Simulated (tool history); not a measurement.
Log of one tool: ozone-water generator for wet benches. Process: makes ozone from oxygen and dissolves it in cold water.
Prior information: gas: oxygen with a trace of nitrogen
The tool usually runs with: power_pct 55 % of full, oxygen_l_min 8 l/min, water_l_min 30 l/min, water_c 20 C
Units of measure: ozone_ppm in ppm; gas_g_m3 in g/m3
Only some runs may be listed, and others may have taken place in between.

Run 1, hour 0: usual settings. Result: ozone_ppm 11.3 ppm, gas_g_m3 149.5 g/m3.
Run 2, hour 19: usual settings but water_c 16 C. Result: ozone_ppm 11.7 ppm, gas_g_m3 150.4 g/m3.
Run 3, hour 45.2: usual settings but water_c 16 C. Result: ozone_ppm 12 ppm, gas_g_m3 149.7 g/m3.
Run 4, hour 73: usual settings but water_c 16 C. Result: ozone_ppm 12.1 ppm, gas_g_m3 149.6 g/m3.
Run 5, hour 109.7: usual settings but water_c 19 C. Result: ozone_ppm 11.3 ppm, gas_g_m3 149.5 g/m3.
Run 6, hour 130.9: usual settings but water_c 19 C. Result: ozone_ppm 11.5 ppm, gas_g_m3 150.9 g/m3.
Run 7, hour 169.7: usual settings. Result: ozone_ppm 11 ppm, gas_g_m3 150.8 g/m3.
Run 8, hour 194.4: usual settings. Result: ozone_ppm 11.1 ppm, gas_g_m3 150.3 g/m3.
Run 9, hour 238.2: usual settings but water_c 27 C. Result: ozone_ppm 10 ppm, gas_g_m3 148.7 g/m3.
Run 10, hour 266.4: usual settings but water_c 27 C. Result: ozone_ppm 10.1 ppm, gas_g_m3 150.9 g/m3.
Run 11, hour 302: usual settings but water_c 27 C. Result: ozone_ppm 9.9 ppm, gas_g_m3 150 g/m3.
At hour 305.9: water thermometer calibrated.
Run 12, hour 336.6: usual settings but water_c 27 C. Result: ozone_ppm 9.7 ppm, gas_g_m3 149.4 g/m3.
Run 13, hour 365.7: usual settings but water_c 27 C. Result: ozone_ppm 10 ppm, gas_g_m3 151 g/m3.
At hour 387.6: water thermometer calibrated, once more.
Run 14, hour 398.7: usual settings but water_c 27 C. Result: ozone_ppm 9.9 ppm, gas_g_m3 150.1 g/m3.
Run 15, hour 442.3: usual settings but water_c 27 C. Result: ozone_ppm 10 ppm, gas_g_m3 150 g/m3.
Run 16, hour 473.4: usual settings but water_l_min 35 l/min. Result: ozone_ppm 9.4 ppm, gas_g_m3 150.8 g/m3.
Run 17, hour 507.2: usual settings but power_pct 49 % of full, oxygen_l_min 4.36 l/min, water_l_min 28 l/min, water_c 13 C. Result: ozone_ppm 10.2 ppm, gas_g_m3 169.4 g/m3.
Run 18, hour 550.6: usual settings but power_pct 49 % of full, oxygen_l_min 4.36 l/min, water_l_min 28 l/min, water_c 13 C. Result: ozone_ppm 10.4 ppm, gas_g_m3 173 g/m3.
Run 19, hour 590.8: usual settings but power_pct 56 % of full, oxygen_l_min 11.21 l/min, water_l_min 28 l/min, water_c 13 C. Result: ozone_ppm 14 ppm, gas_g_m3 134.5 g/m3.
Run 20, hour 624.8: usual settings but power_pct 56 % of full, oxygen_l_min 11.21 l/min, water_l_min 28 l/min, water_c 13 C. Result: ozone_ppm 14.2 ppm, gas_g_m3 132.8 g/m3.
Run 21, hour 668.3: usual settings but power_pct 67 % of full, oxygen_l_min 11.21 l/min, water_l_min 20 l/min, water_c 27 C. Result: ozone_ppm 16.2 ppm, gas_g_m3 152.4 g/m3.
Run 22, hour 713.1: usual settings but oxygen_l_min 6.22 l/min. Result: ozone_ppm 10.5 ppm, gas_g_m3 163.4 g/m3.
Run 23, hour 750.7: usual settings but oxygen_l_min 6.22 l/min. Result: ozone_ppm 10.4 ppm, gas_g_m3 163.2 g/m3.
Run 24, hour 795.5: usual settings but oxygen_l_min 6.22 l/min, water_l_min 24 l/min, water_c 24 C. Result: ozone_ppm 12.5 ppm, gas_g_m3 163.1 g/m3.
Run 25, hour 818.3: usual settings but power_pct 43 % of full, oxygen_l_min 6.67 l/min, water_l_min 28 l/min, water_c 15 C. Result: ozone_ppm 10.2 ppm, gas_g_m3 132.7 g/m3.
Run 26, hour 842.1: usual settings but power_pct 43 % of full, oxygen_l_min 8.47 l/min, water_l_min 28 l/min, water_c 15 C. Result: ozone_ppm 10.6 ppm, gas_g_m3 120.9 g/m3.
Run 27, hour 864.5: usual settings but power_pct 43 % of full, oxygen_l_min 8.47 l/min, water_l_min 28 l/min, water_c 15 C. Result: ozone_ppm 10.7 ppm, gas_g_m3 121.9 g/m3.
Run 28, hour 901: usual settings but power_pct 43 % of full, oxygen_l_min 8.47 l/min, water_l_min 28 l/min, water_c 15 C. Result: ozone_ppm 10.7 ppm, gas_g_m3 121.8 g/m3.
Run 29, hour 926.3: usual settings but power_pct 43 % of full, oxygen_l_min 8.47 l/min, water_l_min 28 l/min, water_c 15 C. Result: ozone_ppm 10.8 ppm, gas_g_m3 121.3 g/m3.
Run 30, hour 962.9: usual settings but power_pct 43 % of full, oxygen_l_min 5.79 l/min, water_l_min 19 l/min, water_c 25 C. Result: ozone_ppm 12.5 ppm, gas_g_m3 140.6 g/m3.
Run 31, hour 993: usual settings but power_pct 43 % of full, oxygen_l_min 5.79 l/min, water_l_min 19 l/min, water_c 25 C. Result: ozone_ppm 12.3 ppm, gas_g_m3 141.4 g/m3.
Run 32, hour 1021.1: usual settings but power_pct 43 % of full, oxygen_l_min 5.79 l/min, water_l_min 19 l/min, water_c 25 C. Result: ozone_ppm 12.2 ppm, gas_g_m3 138.7 g/m3.

The same runs without the tool's hidden state, with the same run-to-run variation:
The hidden state here: yield of the discharge, % of new electrodes'; contactor's efficiency, % of a clean one's; true water temperature over the reading, C; drift of the gauge itself on ozone_ppm, %; drift of the gauge itself on gas_g_m3, %.
run  ozone_ppm  gas_g_m3
  1         12     149.2
  2       12.3     150.1
  3       12.7     149.4
  4       12.7     149.4
  5         12     149.4
  6       12.2     150.8
  7       11.6     150.8
  8       11.8     150.4
  9       10.6     148.9
 10       10.8     151.1
 11       10.5     150.3
 12       10.4     149.8
 13       10.6     151.4
 14       10.6     150.5
 15       10.6     150.6
 16       10.1     151.4
 17       10.9     170.1
 18       11.1     173.8
 19         15     135.3
 20       15.2     133.6
 21       17.2     153.6
 22       11.2     164.6
 23       11.2     164.5
 24       13.4     164.5
 25       10.9     133.6
 26       11.4     121.8
 27       11.4     122.8
 28       11.4     122.8
 29       11.6     122.3
 30       13.3     141.7
 31       13.1     142.7
 32       13.1       140
